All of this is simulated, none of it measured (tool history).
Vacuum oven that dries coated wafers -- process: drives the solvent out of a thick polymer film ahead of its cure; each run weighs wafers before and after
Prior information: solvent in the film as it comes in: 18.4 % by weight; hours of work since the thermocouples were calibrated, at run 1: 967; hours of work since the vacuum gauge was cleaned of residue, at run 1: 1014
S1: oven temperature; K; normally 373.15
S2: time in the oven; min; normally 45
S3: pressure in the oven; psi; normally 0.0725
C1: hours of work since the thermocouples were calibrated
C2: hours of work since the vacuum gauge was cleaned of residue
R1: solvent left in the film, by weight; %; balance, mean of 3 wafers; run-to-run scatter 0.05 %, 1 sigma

{"run": 1, "hour": 0.0, "S1": 373.15, "S2": 45, "S3": 0.0725, "C1": 967, "C2": 1014, "R1": 1.19}
{"run": 2, "hour": 26.3, "S1": 373.15, "S2": 45, "S3": 0.2448, "C1": 988, "C2": 1035, "R1": 1.74}
{"run": 3, "hour": 51.8, "S1": 373.15, "S2": 45, "S3": 0.0725, "C1": 1008, "C2": 1055, "R1": 1.12}
{"run": 4, "hour": 80.3, "S1": 373.15, "S2": 45, "S3": 0.0725, "C1": 1031, "C2": 1078, "R1": 1.19}
{"run": 5, "hour": 108.6, "S1": 373.15, "S2": 45, "S3": 0.0725, "C1": 1054, "C2": 1101, "R1": 1.18}
{"run": 6, "hour": 143.1, "S1": 373.15, "S2": 45, "S3": 0.0725, "C1": 1081, "C2": 1128, "R1": 1.19}
{"run": 7, "hour": 176.8, "S1": 373.15, "S2": 45, "S3": 0.0725, "C1": 1108, "C2": 1155, "R1": 1.23}
{"run": 8, "hour": 208.7, "S1": 373.15, "S2": 39, "S3": 0.0725, "C1": 1134, "C2": 1180, "R1": 1.5}

For run 9, what comes out?
{"run": 9, "hour": 238.4, "S1": 387.15, "S2": 34, "S3": 0.1099, "C1": 1157, "C2": 1204, "R1": "?"}

R1: 0.67 %
On a tool with no hidden condition, and with the same random variation, this run would have come out at R1 0.45 %.
